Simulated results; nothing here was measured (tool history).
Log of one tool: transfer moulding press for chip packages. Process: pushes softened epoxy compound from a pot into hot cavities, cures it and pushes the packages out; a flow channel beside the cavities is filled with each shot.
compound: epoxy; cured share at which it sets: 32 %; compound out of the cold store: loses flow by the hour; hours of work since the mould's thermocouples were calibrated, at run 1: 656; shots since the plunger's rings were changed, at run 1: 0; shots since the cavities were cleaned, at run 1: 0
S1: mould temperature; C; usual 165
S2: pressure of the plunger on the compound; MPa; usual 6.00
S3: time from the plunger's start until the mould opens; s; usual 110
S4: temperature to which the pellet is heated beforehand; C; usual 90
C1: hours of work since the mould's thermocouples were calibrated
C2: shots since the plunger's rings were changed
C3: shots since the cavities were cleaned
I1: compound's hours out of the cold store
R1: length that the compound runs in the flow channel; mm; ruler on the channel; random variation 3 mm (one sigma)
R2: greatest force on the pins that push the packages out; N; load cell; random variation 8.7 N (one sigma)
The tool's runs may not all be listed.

{"run": 1, "hour": 0.0, "S1": 165, "S2": 6.0, "S3": 110, "S4": 90, "C1": 656, "C2": 0, "C3": 0, "I1": 37.0, "R1": 776, "R2": 367}
{"run": 2, "hour": 91.6, "S1": 165, "S2": 6.0, "S3": 109, "S4": 90, "C1": 698, "C2": 665, "C3": 665, "I1": 29.5, "R1": 803, "R2": 641}
{"hour": 119.7, "done": "cavities cleaned with cleaning compound and waxed"}
{"run": 3, "hour": 163.2, "S1": 165, "S2": 6.0, "S3": 110, "S4": 90, "C1": 730, "C2": 1174, "C3": 316, "I1": 11.4, "R1": 877, "R2": 540}
{"run": 4, "hour": 202.2, "S1": 165, "S2": 6.0, "S3": 110, "S4": 90, "C1": 747, "C2": 1456, "C3": 598, "I1": 8.3, "R1": 892, "R2": 632}
{"hour": 239.6, "done": "cavities cleaned with cleaning compound and waxed"}
{"run": 5, "hour": 287.7, "S1": 165, "S2": 6.0, "S3": 110, "S4": 90, "C1": 786, "C2": 2066, "C3": 349, "I1": 38.0, "R1": 741, "R2": 518}
{"hour": 359.2, "done": "cavities cleaned with cleaning compound and waxed"}
{"run": 6, "hour": 374.7, "S1": 165, "S2": 6.0, "S3": 140, "S4": 90, "C1": 824, "C2": 2687, "C3": 113, "I1": 28.6, "R1": 779, "R2": 389}
{"hour": 381.0, "done": "plunger's sealing rings changed"}
{"run": 7, "hour": 452.9, "S1": 165, "S2": 6.0, "S3": 123, "S4": 90, "C1": 859, "C2": 522, "C3": 662, "I1": 32.9, "R1": 786, "R2": 614}
{"hour": 466.5, "done": "mould's thermocouples calibrated"}
{"hour": 482.3, "done": "cavities cleaned with cleaning compound and waxed"}
{"run": 8, "hour": 536.8, "S1": 165, "S2": 6.0, "S3": 123, "S4": 90, "C1": 31, "C2": 1106, "C3": 395, "I1": 43.8, "R1": 731, "R2": 533}
{"run": 9, "hour": 575.0, "S1": 165, "S2": 6.0, "S3": 123, "S4": 90, "C1": 49, "C2": 1383, "C3": 672, "I1": 11.0, "R1": 875, "R2": 596}
{"hour": 602.6, "done": "cavities cleaned with cleaning compound and waxed"}
{"run": 10, "hour": 621.1, "S1": 165, "S2": 6.0, "S3": 110, "S4": 90, "C1": 69, "C2": 1707, "C3": 135, "I1": 20.7, "R1": 824, "R2": 459}
{"run": 11, "hour": 675.9, "S1": 165, "S2": 6.0, "S3": 110, "S4": 80, "C1": 94, "C2": 2104, "C3": 532, "I1": 32.1, "R1": 763, "R2": 590}
{"hour": 720.3, "done": "cavities cleaned with cleaning compound and waxed"}
{"run": 12, "hour": 726.8, "S1": 165, "S2": 6.0, "S3": 110, "S4": 90, "C1": 116, "C2": 2463, "C3": 47, "I1": 38.1, "R1": 739, "R2": 392}
{"hour": 765.1, "done": "plunger's sealing rings changed"}
{"run": 13, "hour": 803.2, "S1": 165, "S2": 6.0, "S3": 110, "S4": 81, "C1": 150, "C2": 276, "C3": 583, "I1": 28.0, "R1": 807, "R2": 639}
{"hour": 843.5, "done": "cavities cleaned with cleaning compound and waxed"}
{"run": 14, "hour": 846.8, "S1": 169, "S2": 5.55, "S3": 107, "S4": 92, "C1": 169, "C2": 582, "C3": 24, "I1": 36.2, "R1": 728, "R2": 361}
{"run": 15, "hour": 933.7, "S1": 165, "S2": 5.78, "S3": 133, "S4": 88, "C1": 208, "C2": 1213, "C3": 655, "I1": 8.8, "R1": 876, "R2": 592}
{"hour": 956.3, "done": "mould's thermocouples calibrated, once more"}
{"hour": 963.7, "done": "cavities cleaned with cleaning compound and waxed"}
{"run": 16, "hour": 994.9, "S1": 172, "S2": 5.59, "S3": 126, "S4": 87, "C1": 17, "C2": 1631, "C3": 226, "I1": 12.1, "R1": 815, "R2": 450}
{"run": 17, "hour": 1070.5, "S1": 159, "S2": 6.19, "S3": 110, "S4": 85, "C1": 51, "C2": 2180, "C3": 775, "I1": 30.1, "R1": 817, "R2": 943}
{"hour": 1081.9, "done": "cavities cleaned with cleaning compound and waxed"}
{"run": 18, "hour": 1141.6, "S1": 171, "S2": 6.0, "S3": 110, "S4": 90, "C1": 83, "C2": 2685, "C3": 433, "I1": 16.9, "R1": 809, "R2": 558}
{"hour": 1150.2, "done": "plunger's sealing rings changed"}
{"hour": 1206.3, "done": "cavities cleaned with cleaning compound and waxed"}
{"run": 19, "hour": 1212.1, "S1": 163, "S2": 5.05, "S3": 99, "S4": 88, "C1": 113, "C2": 439, "C3": 42, "I1": 35.9, "R1": 717, "R2": 520}
{"run": 20, "hour": 1272.3, "S1": 164, "S2": 6.35, "S3": 99, "S4": 88, "C1": 140, "C2": 876, "C3": 479, "I1": 27.5, "R1": 837, "R2": 716}
{"hour": 1328.1, "done": "cavities cleaned with cleaning compound and waxed"}
{"run": 21, "hour": 1329.2, "S1": 164, "S2": 6.35, "S3": 99, "S4": 88, "C1": 165, "C2": 1278, "C3": 8, "I1": 43.9, "R1": 758, "R2": 437}
{"run": 22, "hour": 1418.9, "S1": 164, "S2": 6.35, "S3": 99, "S4": 88, "C1": 206, "C2": 1929, "C3": 659, "I1": 33.5, "R1": 795, "R2": 797}
{"hour": 1448.2, "done": "cavities cleaned with cleaning compound and waxed"}
{"run": 23, "hour": 1508.8, "S1": 164, "S2": 6.35, "S3": 99, "S4": 88, "C1": 246, "C2": 2571, "C3": 440, "I1": 22.3, "R1": 836, "R2": 735}
{"hour": 1531.9, "done": "plunger's sealing rings changed"}
{"hour": 1572.9, "done": "cavities cleaned with cleaning compound and waxed"}
{"run": 24, "hour": 1572.9, "S1": 167, "S2": 6.0, "S3": 102, "S4": 90, "C1": 273, "C2": 287, "C3": 0, "I1": 13.5, "R1": 871, "R2": 403}
{"run": 25, "hour": 1640.4, "S1": 167, "S2": 6.0, "S3": 102, "S4": 90, "C1": 304, "C2": 777, "C3": 490, "I1": 22.9, "R1": 826, "R2": 629}

4 ways to go on from here, each from the tool as it stands after run 25. What would each give?
{"hour": 1696.8, "done": "cavities cleaned with cleaning compound and waxed"}
{"run": "A", "hour": 1716.8, "S1": 167, "S2": 6.0, "S3": 102, "S4": 83, "C1": 338, "C2": 1320, "C3": 145, "I1": 39.5, "R1": "?", "R2": "?"}
{"hour": 1696.8, "done": "cavities cleaned with cleaning compound and waxed"}
{"run": "B", "hour": 1716.8, "S1": 165, "S2": 6.0, "S3": 110, "S4": 84, "C1": 338, "C2": 1320, "C3": 145, "I1": 17.1, "R1": "?", "R2": "?"}
{"hour": 1696.8, "done": "cavities cleaned with cleaning compound and waxed"}
{"run": "C", "hour": 1716.8, "S1": 167, "S2": 6.0, "S3": 123, "S4": 90, "C1": 338, "C2": 1320, "C3": 145, "I1": 38.2, "R1": "?", "R2": "?"}
{"hour": 1696.8, "done": "cavities cleaned with cleaning compound and waxed"}
{"run": "D", "hour": 1716.8, "S1": 167, "S2": 5.7, "S3": 110, "S4": 90, "C1": 338, "C2": 1320, "C3": 145, "I1": 11.0, "R1": "?", "R2": "?"}

run=A R1=744 R2=450
run=B R1=846 R2=471
run=C R1=751 R2=404
run=D R1=849 R2=452
Without the tool's hidden state the same runs would have given:
run=A R1=764 R2=379
run=B R1=870 R2=401
run=C R1=771 R2=335
run=D R1=872 R2=382
